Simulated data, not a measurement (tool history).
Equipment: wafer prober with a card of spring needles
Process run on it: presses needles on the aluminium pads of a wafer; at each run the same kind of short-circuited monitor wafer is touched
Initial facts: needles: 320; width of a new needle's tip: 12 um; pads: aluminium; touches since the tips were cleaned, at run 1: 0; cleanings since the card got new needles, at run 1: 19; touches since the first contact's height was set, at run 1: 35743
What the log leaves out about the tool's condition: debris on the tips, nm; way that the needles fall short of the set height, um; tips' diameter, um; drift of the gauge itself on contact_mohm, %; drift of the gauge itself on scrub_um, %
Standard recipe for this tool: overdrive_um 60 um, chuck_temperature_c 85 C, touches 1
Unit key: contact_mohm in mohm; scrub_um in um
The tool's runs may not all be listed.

run   hour  overdrive_um  chuck_temperature_c  touches  touches since the tips were cleaned  cleanings since the card got new needles  touches since the first contact's height was set  contact_mohm  scrub_um
  1      0            60                   85        1                                    0                                        19                                             35743           210     14.73
  2     21            60                   85        1                                 5537                                        19                                             41280           475     14.78
      24.3  -- tips cleaned on abrasive film
      49.5  -- tips cleaned on abrasive film
  3   54.2            60                   85        2                                 1240                                        21                                             49960           253     14.72
      73.4  -- tips cleaned on abrasive film
  4   73.6            60                   85        2                                   40                                        22                                             55030           198     14.71
      97.6  -- tips cleaned on abrasive film
  5   98.1            60                   36        1                                  134                                        23                                             61453           214     14.71
  6  113.5            60                   36        1                                 4206                                        23                                             65525           449     14.71
     120.9  -- tips cleaned on abrasive film
  7  135.2            61                   85        1                                 3750                                        24                                             71186           415     14.94
     144.9  -- tips cleaned on abrasive film
  8  167.2            60                   72        1                                 5883                                        25                                             79596           490     14.69
     169.3  -- tips cleaned on abrasive film
     192.5  -- tips cleaned on abrasive film
  9    201            60                   72        2                                 2257                                        27                                             88451           299     14.64
     215.4  -- tips cleaned on abrasive film
       233  -- height of the first contact set anew
 10    235            60                   72        2                                 5070                                        28                                               507           351     14.88
     240.5  -- tips cleaned on abrasive film
 11  254.4            59                   72        1                                 3642                                        29                                              5591           446     14.62
     265.3  -- tips cleaned on abrasive film
 12    287            56                   85        2                                 5721                                        30                                             14154           397     13.82
       290  -- tips cleaned on abrasive film
     313.3  -- tips cleaned on abrasive film
 13  320.4            60                   28        1                                 1849                                        32                                             22880           353     14.79
     338.5  -- tips cleaned on abrasive film
 14  343.5            77                  120        2                                 1300                                        33                                             28932           234     18.98
     362.7  -- tips cleaned on abrasive film
 15  367.7            80                   69        2                                 1328                                        34                                             35296           223     19.72
     386.5  -- tips cleaned on abrasive film
 16  395.6            78                   53        2                                 2399                                        35                                             42604           254     19.19
     409.3  -- tips cleaned on abrasive film
 17  410.8            49                   37        1                                  394                                        36                                             46569           298     11.99
     432.6  -- tips cleaned on abrasive film
 18  438.1            49                   37        1                                 1447                                        37                                             53746           390     11.99
     456.4  -- tips cleaned on abrasive film
 19  462.3            48                   85        1                                 1563                                        38                                             60090           426     11.71
     479.4  -- tips cleaned on abrasive film
 20  482.9            48                   85        1                                  915                                        39                                             65477           348     11.72

What if the next run were any one of these 5? Each begins from the tool's condition after run 20:
     502.2  -- tips cleaned on abrasive film
  A  507.9            48                   25        1                                 1485                                        40                                             72027             ?         ?
     502.2  -- tips cleaned on abrasive film
  B  507.9            70                   45        1                                 1485                                        40                                             72027             ?         ?
     502.2  -- tips cleaned on abrasive film
  C  507.9            48                   85        1                                 1485                                        40                                             72027             ?         ?
     502.2  -- tips cleaned on abrasive film
  D  507.9            48                   85        3                                 1485                                        40                                             72027             ?         ?
     502.2  -- tips cleaned on abrasive film
  E  507.9            51                   37        1                                 1485                                        40                                             72027             ?         ?

run  contact_mohm  scrub_um
  A           394     11.69
  B           278     17.13
  C           393     11.69
  D           265     11.68
  E           375     12.42
The same runs, with their run-to-run variation unchanged, on a tool lacking any hidden condition would have given:
run  contact_mohm  scrub_um
  A           175     11.89
  B           172     17.33
  C           194      11.9
  D           191     11.88
  E           181     12.62
